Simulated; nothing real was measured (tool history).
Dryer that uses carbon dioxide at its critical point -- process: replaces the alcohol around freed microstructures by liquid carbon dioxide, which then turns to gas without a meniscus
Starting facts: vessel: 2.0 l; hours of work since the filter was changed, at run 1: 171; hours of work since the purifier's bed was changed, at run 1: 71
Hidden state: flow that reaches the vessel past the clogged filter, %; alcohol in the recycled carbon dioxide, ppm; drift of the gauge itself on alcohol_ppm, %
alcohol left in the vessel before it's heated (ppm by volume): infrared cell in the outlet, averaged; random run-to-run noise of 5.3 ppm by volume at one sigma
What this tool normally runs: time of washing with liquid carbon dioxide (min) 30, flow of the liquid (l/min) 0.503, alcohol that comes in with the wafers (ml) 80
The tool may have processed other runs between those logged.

run	day	time of washing with liquid carbon dioxide (min)	flow of the liquid (l/min)	alcohol that comes in with the wafers (ml)	hours of work since the filter was changed	hours of work since the purifier's bed was changed	alcohol left in the vessel before it's heated (ppm by volume)
1	0.000	30	0.503	80	171	71	146
2	0.475	30	0.325	80	175	75	930
3	0.771	30	0.325	80	178	77	921
4	1.312	30	0.325	80	182	82	937
5	1.617	30	0.325	80	185	84	925
6	2.075	30	0.325	80	189	88	933
7	2.408	30	0.325	21	191	91	284
8	2.775	30	0.503	80	195	94	135
9	3.167	30	0.503	80	198	97	147
10	3.738	41	0.503	80	203	102	49
11	4.021	30	0.752	80	205	104	43
12	4.383	30	0.752	80	208	107	37
13	4.942	30	0.752	80	213	112	41
14	5.396	30	0.474	80	217	116	193
15	5.742	30	0.744	80	219	119	38
16	6.267	30	0.503	80	224	123	148
17	6.604	30	0.503	80	227	126	160
18	6.850	30	0.503	80	229	128	148
19	7.425	20	0.503	80	234	133	901
20	7.804	20	0.503	80	237	136	894
21	8.162	22	0.503	80	240	139	598
22	8.512	22	0.503	80	243	142	627
23	8.833	22	0.503	80	245	145	611
24	9.100	22	0.503	55	248	147	436
25	9.450	22	0.503	45	251	150	363
26	9.804	22	0.503	61	254	153	474
27	10.308	22	0.503	61	258	157	483
28	10.783	22	0.503	61	262	161	485
29	11.225	21	0.383	54	265	165	1276
30	11.800	30	0.597	80	270	170	83
31	12.142	34	0.471	36	273	172	94
32	12.629	29	0.405	115	277	176	698
33	12.979	30	0.330	104	280	179	1202
34	13.325	31	0.503	32	283	182	87
35	13.717	39	0.433	80	286	186	112
36	14.275	30	0.417	101	291	190	468
37	14.588	30	0.503	32	294	193	100
38	15.025	30	0.503	32	297	197	99

Subtracting, for every run, the result it would have given without the tool's unlogged condition from the measured result gives the following. The same run-to-run variation enters both numbers; the gauge's scatter may not:
run	alcohol left in the vessel before it's heated (ppm by volume)
1	+29
2	+77
3	+78
4	+82
5	+81
6	+84
7	+39
8	+34
9	+36
10	+26
11	+26
12	+27
13	+28
14	+45
15	+29
16	+44
17	+44
18	+45
19	+107
20	+108
21	+87
22	+91
23	+91
24	+74
25	+69
26	+79
27	+84
28	+85
29	+136
30	+45
31	+47
32	+119
33	+160
34	+50
35	+55
36	+99
37	+53
38	+54

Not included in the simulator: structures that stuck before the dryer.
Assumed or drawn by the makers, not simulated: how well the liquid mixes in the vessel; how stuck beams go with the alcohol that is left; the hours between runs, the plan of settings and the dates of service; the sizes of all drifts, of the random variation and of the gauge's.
